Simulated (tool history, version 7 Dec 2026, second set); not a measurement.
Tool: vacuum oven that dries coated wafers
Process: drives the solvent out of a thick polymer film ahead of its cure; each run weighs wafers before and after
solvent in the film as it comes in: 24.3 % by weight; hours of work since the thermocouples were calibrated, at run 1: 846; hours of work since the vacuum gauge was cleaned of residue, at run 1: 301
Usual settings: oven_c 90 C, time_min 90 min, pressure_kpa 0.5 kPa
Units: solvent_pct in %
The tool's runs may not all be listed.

run   hour  oven_c  time_min  pressure_kpa  hours of work since the thermocouples were calibrated  hours of work since the vacuum gauge was cleaned of residue  solvent_pct
  1      0      90        90           0.5                                                    846                                                          301         0.99
  2   12.6      90        90           0.5                                                    851                                                          307            1
  3   23.9      90        90           0.5                                                    857                                                          312         1.02
  4   38.6      90        90           0.5                                                    863                                                          319         1.03
  5   47.9      90        90           0.5                                                    867                                                          323         1.05
  6   61.4      90        90           0.5                                                    874                                                          329         1.04
  7   68.7      90        90           0.5                                                    877                                                          333         1.04
  8   77.9      90        90           0.5                                                    881                                                          337         1.03
  9   92.9      90        90           0.5                                                    888                                                          344         0.97
 10  107.8      90        90         0.965                                                    895                                                          351         1.35
 11  122.7      84        90         0.965                                                    902                                                          357         2.35
     136.8  -- oven's thermocouples calibrated
 12  139.3      84        90         0.965                                                      1                                                          364          2.3
 13  149.2      84        90         0.965                                                      6                                                          369         2.36
 14  158.1      84        90         0.965                                                     10                                                          373         2.31
 15  171.6      84        90         0.965                                                     16                                                          379         2.32
 16  185.7      90        90           0.5                                                     22                                                          385         0.99
 17  201.8     101        90         1.759                                                     30                                                          393         0.92
 18  213.8     101        90         1.759                                                     35                                                          398         0.93
 19  230.5      90        90         0.854                                                     43                                                          406         1.26
 20    243      97        56          1.24                                                     49                                                          411          1.7
 21  254.2      88        48         0.587                                                     54                                                          417         4.21
 22  267.1     103        95         0.587                                                     60                                                          423         0.26
 23  274.6      90       136           0.5                                                     63                                                          426         0.47
 24  287.3      90       136           0.5                                                     69                                                          432         0.45
 25  295.5      90       136           0.5                                                     73                                                          436         0.46
 26  308.1      90        49         1.506                                                     78                                                          441            4
 27  315.6      90        78         0.437                                                     82                                                          445         1.34
 28  329.3      85        90         1.261                                                     88                                                          451         2.37
 29  340.7      85        90         1.261                                                     93                                                          456         2.46
 30  348.4     101        90         0.582                                                     97                                                          460         0.41
 31  358.6     101        90         0.582                                                    101                                                          464         0.38
 32  367.2     100        88         0.582                                                    105                                                          468          0.4

Forecast each of these 5 alternatives for the next run:
  A  376.5      96       111         0.491                                                    110                                                          473            ?
  B  376.5      91        88         0.417                                                    110                                                          473            ?
  C  376.5     100        88         0.262                                                    110                                                          473            ?
  D  376.5      81       102         0.389                                                    110                                                          473            ?
  E  376.5      89       122           0.5                                                    110                                                          473            ?

run  solvent_pct
  A         0.38
  B         0.97
  C         0.21
  D         2.02
  E         0.62
Without the tool's hidden state the same runs would have given:
run  solvent_pct
  A         0.37
  B         0.97
  C          0.2
  D         2.01
  E         0.61
